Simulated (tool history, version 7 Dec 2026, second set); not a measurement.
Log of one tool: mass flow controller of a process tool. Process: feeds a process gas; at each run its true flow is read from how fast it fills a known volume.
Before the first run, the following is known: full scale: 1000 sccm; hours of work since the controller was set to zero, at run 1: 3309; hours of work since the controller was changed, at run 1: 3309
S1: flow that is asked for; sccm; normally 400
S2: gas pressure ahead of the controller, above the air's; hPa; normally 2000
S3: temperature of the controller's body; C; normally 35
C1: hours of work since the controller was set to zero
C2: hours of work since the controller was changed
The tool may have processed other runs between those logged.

Run 1, hour 0: usual settings; C1 3309; C2 3309. Result: true flow (%) 98.85.
Run 2, hour 54.6: usual settings but S1 457 sccm; C1 3327; C2 3327. Result: true flow (%) 98.85.
Run 3, hour 146.4: usual settings but S1 457 sccm; C1 3356; C2 3356. Result: true flow (%) 98.71.
Run 4, hour 202.3: usual settings but S1 457 sccm; C1 3374; C2 3374. Result: true flow (%) 98.72.
Run 5, hour 281.5: usual settings but S1 457 sccm, S2 2640 hPa; C1 3400; C2 3400. Result: true flow (%) 98.7.
Run 6, hour 337.4: usual settings but S3 36 C; C1 3417; C2 3417. Result: true flow (%) 98.72.
Run 7, hour 421.9: usual settings but S1 404 sccm, S3 36 C; C1 3444; C2 3444. Result: true flow (%) 98.85.
Run 8, hour 499: usual settings but S1 404 sccm, S3 36 C; C1 3469; C2 3469. Result: true flow (%) 98.94.
At hour 505.7: controller's zero set anew.
Run 9, hour 594.5: usual settings but S1 404 sccm, S3 36 C; C1 28; C2 3499. Result: true flow (%) 99.67.
Run 10, hour 643.8: usual settings but S1 404 sccm, S3 36 C; C1 44; C2 3515. Result: true flow (%) 99.75.
Run 11, hour 736.4: usual settings but S2 1540 hPa; C1 74; C2 3545. Result: true flow (%) 99.87.
Run 12, hour 786.6: usual settings but S1 935 sccm, S3 31 C; C1 90; C2 3561. Result: true flow (%) 99.17.
Run 13, hour 873.1: usual settings but S1 459 sccm, S2 1890 hPa, S3 39 C; C1 118; C2 3589. Result: true flow (%) 99.11.
Run 14, hour 935.6: usual settings but S1 163 sccm, S2 2060 hPa; C1 138; C2 3609. Result: true flow (%) 103.6.
At hour 1003.3: controller's zero set anew, once more.
Run 15, hour 1027.4: usual settings but S1 163 sccm, S2 2060 hPa; C1 8; C2 3638. Result: true flow (%) 97.21.
Run 16, hour 1106.1: usual settings but S1 653 sccm; C1 33; C2 3663. Result: true flow (%) 97.54.
Run 17, hour 1167.9: usual settings but S1 653 sccm; C1 53; C2 3683. Result: true flow (%) 97.4.
Run 18, hour 1259.7: usual settings but S2 2160 hPa, S3 34 C; C1 82; C2 3712. Result: true flow (%) 97.48.
Run 19, hour 1330.1: usual settings but S2 2160 hPa, S3 34 C; C1 105; C2 3735. Result: true flow (%) 97.43.
Run 20, hour 1372.7: usual settings but S1 140 sccm, S2 1540 hPa, S3 22 C; C1 118; C2 3748. Result: true flow (%) 98.7.

Alternative continuations, all from the tool just after run 20; predict every row:
Run A, hour 1416.6: usual settings but S1 186 sccm, S2 1540 hPa; C1 132; C2 3762. Result: true flow (%) ?.
Run B, hour 1416.6: usual settings but S1 769 sccm, S2 2760 hPa, S3 28 C; C1 132; C2 3762. Result: true flow (%) ?.
Run C, hour 1416.6: usual settings but S1 117 sccm, S2 1540 hPa, S3 22 C; C1 132; C2 3762. Result: true flow (%) ?.
Run D, hour 1416.6: usual settings but S1 352 sccm, S2 1490 hPa, S3 25 C; C1 132; C2 3762. Result: true flow (%) ?.
Run E, hour 1416.6: usual settings but S1 140 sccm, S2 1540 hPa, S3 29 C; C1 132; C2 3762. Result: true flow (%) ?.

run  true flow (%)
  A          97.24
  B          98.42
  C          98.78
  D          98.31
  E          97.91
With no hidden state in the tool, these same runs would have given:
run  true flow (%)
  A          98.39
  B          99.72
  C          99.82
  D          99.56
  E          98.99
